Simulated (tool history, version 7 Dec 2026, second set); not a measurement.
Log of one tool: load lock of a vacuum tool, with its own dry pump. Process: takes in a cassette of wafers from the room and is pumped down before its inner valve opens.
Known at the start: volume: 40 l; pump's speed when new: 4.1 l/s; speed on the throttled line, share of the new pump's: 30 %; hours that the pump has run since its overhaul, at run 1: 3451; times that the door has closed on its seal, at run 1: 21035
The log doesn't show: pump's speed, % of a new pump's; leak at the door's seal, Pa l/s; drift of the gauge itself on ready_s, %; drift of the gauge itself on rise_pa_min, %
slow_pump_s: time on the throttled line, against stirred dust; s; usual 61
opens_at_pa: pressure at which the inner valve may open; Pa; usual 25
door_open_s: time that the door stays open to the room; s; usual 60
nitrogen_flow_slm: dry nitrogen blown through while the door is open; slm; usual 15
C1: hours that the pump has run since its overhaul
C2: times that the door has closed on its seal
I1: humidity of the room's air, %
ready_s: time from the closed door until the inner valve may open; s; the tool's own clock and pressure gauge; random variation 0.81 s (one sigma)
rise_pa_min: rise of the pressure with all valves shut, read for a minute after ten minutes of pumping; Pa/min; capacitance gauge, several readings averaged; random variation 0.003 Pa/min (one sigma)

{"run": 1, "hour": 0.0, "slow_pump_s": 61, "opens_at_pa": 25, "door_open_s": 60, "nitrogen_flow_slm": 15, "C1": 3451, "C2": 21035, "I1": 45.7, "ready_s": 130.4, "rise_pa_min": 0.072}
{"run": 2, "hour": 112.0, "slow_pump_s": 61, "opens_at_pa": 25, "door_open_s": 60, "nitrogen_flow_slm": 15, "C1": 3563, "C2": 21393, "I1": 44.9, "ready_s": 132.3, "rise_pa_min": 0.073}
{"run": 3, "hour": 243.1, "slow_pump_s": 61, "opens_at_pa": 25, "door_open_s": 60, "nitrogen_flow_slm": 15, "C1": 3695, "C2": 21813, "I1": 45.4, "ready_s": 130.3, "rise_pa_min": 0.076}
{"run": 4, "hour": 359.6, "slow_pump_s": 61, "opens_at_pa": 25, "door_open_s": 60, "nitrogen_flow_slm": 15, "C1": 3811, "C2": 22186, "I1": 45.0, "ready_s": 132.0, "rise_pa_min": 0.072}
{"run": 5, "hour": 455.2, "slow_pump_s": 61, "opens_at_pa": 25, "door_open_s": 199, "nitrogen_flow_slm": 15, "C1": 3907, "C2": 22492, "I1": 47.2, "ready_s": 131.4, "rise_pa_min": 0.084}
{"run": 6, "hour": 577.0, "slow_pump_s": 61, "opens_at_pa": 25, "door_open_s": 60, "nitrogen_flow_slm": 15, "C1": 4028, "C2": 22882, "I1": 44.5, "ready_s": 130.8, "rise_pa_min": 0.08}
{"run": 7, "hour": 642.3, "slow_pump_s": 61, "opens_at_pa": 25, "door_open_s": 60, "nitrogen_flow_slm": 15, "C1": 4094, "C2": 23091, "I1": 39.8, "ready_s": 130.6, "rise_pa_min": 0.078}
{"run": 8, "hour": 740.5, "slow_pump_s": 61, "opens_at_pa": 25, "door_open_s": 60, "nitrogen_flow_slm": 15, "C1": 4192, "C2": 23405, "I1": 43.0, "ready_s": 131.1, "rise_pa_min": 0.082}
{"run": 9, "hour": 816.6, "slow_pump_s": 61, "opens_at_pa": 25, "door_open_s": 60, "nitrogen_flow_slm": 15, "C1": 4268, "C2": 23649, "I1": 47.6, "ready_s": 131.5, "rise_pa_min": 0.083}
{"run": 10, "hour": 947.9, "slow_pump_s": 50, "opens_at_pa": 41, "door_open_s": 56, "nitrogen_flow_slm": 10, "C1": 4399, "C2": 24069, "I1": 49.6, "ready_s": 119.6, "rise_pa_min": 0.094}
{"run": 11, "hour": 1012.5, "slow_pump_s": 108, "opens_at_pa": 25, "door_open_s": 113, "nitrogen_flow_slm": 15, "C1": 4464, "C2": 24276, "I1": 43.1, "ready_s": 162.0, "rise_pa_min": 0.096}
{"run": 12, "hour": 1116.3, "slow_pump_s": 108, "opens_at_pa": 25, "door_open_s": 113, "nitrogen_flow_slm": 5, "C1": 4568, "C2": 24608, "I1": 44.8, "ready_s": 164.3, "rise_pa_min": 0.101}
{"run": 13, "hour": 1215.4, "slow_pump_s": 108, "opens_at_pa": 32, "door_open_s": 113, "nitrogen_flow_slm": 7, "C1": 4667, "C2": 24925, "I1": 48.1, "ready_s": 160.1, "rise_pa_min": 0.1}
{"run": 14, "hour": 1281.4, "slow_pump_s": 108, "opens_at_pa": 32, "door_open_s": 113, "nitrogen_flow_slm": 7, "C1": 4733, "C2": 25136, "I1": 45.8, "ready_s": 161.0, "rise_pa_min": 0.102}
{"run": 15, "hour": 1409.5, "slow_pump_s": 61, "opens_at_pa": 46, "door_open_s": 60, "nitrogen_flow_slm": 15, "C1": 4861, "C2": 25546, "I1": 47.6, "ready_s": 126.0, "rise_pa_min": 0.092}
{"run": 16, "hour": 1545.8, "slow_pump_s": 61, "opens_at_pa": 46, "door_open_s": 60, "nitrogen_flow_slm": 15, "C1": 4997, "C2": 25983, "I1": 44.7, "ready_s": 127.6, "rise_pa_min": 0.095}
{"run": 17, "hour": 1608.7, "slow_pump_s": 109, "opens_at_pa": 32, "door_open_s": 60, "nitrogen_flow_slm": 39, "C1": 5060, "C2": 26184, "I1": 43.1, "ready_s": 161.7, "rise_pa_min": 0.092}

Some steps in ready_s between neighbouring runs. How much of each would the tool show without its hidden state too (settings, what came in, random variation), and how much is left for the hidden state, with any gauge scatter that isn't in both results?
Run 10 -> 11: slow_pump_s 50 -> 108, opens_at_pa 41 -> 25, door_open_s 56 -> 113, nitrogen_flow_slm 10 -> 15. ready_s +42.4 s: hidden state -1.5, all else +43.9.
Run 14 -> 15: slow_pump_s 108 -> 61, opens_at_pa 32 -> 46, door_open_s 113 -> 60, nitrogen_flow_slm 7 -> 15. ready_s -35.0 s: hidden state +1.6, all else -36.6.

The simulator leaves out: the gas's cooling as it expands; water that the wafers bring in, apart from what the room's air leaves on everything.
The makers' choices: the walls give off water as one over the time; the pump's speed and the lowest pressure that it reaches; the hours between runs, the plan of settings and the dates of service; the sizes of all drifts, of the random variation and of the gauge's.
